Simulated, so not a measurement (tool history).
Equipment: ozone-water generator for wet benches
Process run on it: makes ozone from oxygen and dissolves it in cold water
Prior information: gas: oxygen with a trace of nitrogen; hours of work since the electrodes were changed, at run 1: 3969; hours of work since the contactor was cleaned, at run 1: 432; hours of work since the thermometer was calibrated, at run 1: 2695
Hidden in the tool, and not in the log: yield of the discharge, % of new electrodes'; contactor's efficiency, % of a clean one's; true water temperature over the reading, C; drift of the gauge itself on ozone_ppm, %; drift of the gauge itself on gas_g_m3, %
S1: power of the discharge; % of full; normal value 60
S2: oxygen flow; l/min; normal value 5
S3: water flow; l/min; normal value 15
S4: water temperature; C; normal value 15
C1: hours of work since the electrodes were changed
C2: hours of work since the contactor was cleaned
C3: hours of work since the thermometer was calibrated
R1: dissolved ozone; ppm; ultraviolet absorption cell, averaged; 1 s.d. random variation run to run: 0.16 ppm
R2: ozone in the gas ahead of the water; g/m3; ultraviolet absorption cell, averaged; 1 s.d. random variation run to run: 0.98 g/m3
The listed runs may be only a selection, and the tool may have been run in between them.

run	hour	S1	S2	S3	S4	C1	C2	C3	R1	R2
1	0	60	5	15	15	3969	432	2695	18	155.5
2	127.9	60	5	10	15	4095	557	2821	23.1	155.3
3	231.1	60	5	10	15	4196	658	2922	23.5	156.3
4	365.6	60	5	10	15	4328	790	3054	23.2	155.4
5	528.3	60	5	10	21	4488	950	3214	20.6	155.8
6	687.1	60	5	10	21	4643	1106	3370	20	154.1
7	793.4	54	5	15	15	4748	1210	3474	16.8	145.1
8	956.9	60	5	15	15	4908	1371	3634	17.5	152.2
9	1085.2	60	5	15	15	5034	1497	3760	17.4	152.1
10	1252.1	60	5.81	15	15	5198	1660	3924	17.1	137.8
11	1361.5	60	5.81	15	15	5305	1768	4031	16.8	137.4
12	1464.1	60	5	15	15	5406	1868	4132	17.2	151.9
13	1583.4	60	5	15	15	5523	1985	4249	17.3	151.9
14	1728.7	60	5	15	15	5666	2128	4392	17.2	150.6
15	1836.4	41	5	15	15	5771	2234	4497	14.1	124.3
16	1988.1	60	5	9	15	5920	2383	4646	23.3	149.5
17	2141.9	60	5	9	15	6071	2533	4797	23.6	150.9
18	2230.6	55	8.49	18	13	6158	2620	4884	13.2	99.3
19	2374	96	8.49	18	13	6299	2761	5025	17.9	131.2
# hour 2464.3: water thermometer calibrated
20	2515.4	60	4.17	22	7	6437	2900	50	13.8	167.7
21	2709.9	49	6.34	10	15	6628	3090	241	18.3	112
22	2819	49	6.34	10	15	6735	3197	348	17.9	112.3
23	2930.8	49	6.34	10	15	6845	3307	458	18.1	113.9
24	3113.3	49	6.34	10	15	7024	3486	637	18.2	112.5
25	3259.8	49	6.34	10	15	7168	3630	781	18	111.9
26	3364.1	49	5.37	9	8	7270	3732	883	23.1	124.2
27	3513.3	47	6.3	15	10	7416	3879	1029	14.9	109.7
28	3658.6	60	8.42	10	13	7559	4021	1172	18.5	101.6
29	3757.3	40	5	15	22	7656	4118	1269	11.8	117.6
# hour 3771.5: contactor cleaned
30	3905.7	40	5	15	22	7797	132	1410	12	116.9
31	4063.7	80	5	15	19	7952	287	1566	18.1	166.2
32	4169.6	93	5	12	8	8056	391	1669	26.6	178.6

Hidden condition of the tool, last listed run before each entry between runs versus first listed run after:
Between runs 19 and 20: water thermometer calibrated (hour 2464.3)
  yield of the discharge, % of new electrodes': 86.8 -> 86.6; contactor's efficiency, % of a clean one's: 95.9 -> 95.7; true water temperature over the reading, C: 0.42 -> 0.01
  measured value less the no-hidden-state value, R1: -3.9 -> -2.3 ppm; R2: -23.6 -> -23.7 g/m3
Between runs 29 and 30: contactor cleaned (hour 3771.5)
  yield of the discharge, % of new electrodes': 84.2 -> 83.9; contactor's efficiency, % of a clean one's: 94.1 -> 98.1; true water temperature over the reading, C: 0.11 -> 0.12
  measured value less the no-hidden-state value, R1: -2 -> -1.7 ppm; R2: -14.8 -> -15.2 g/m3
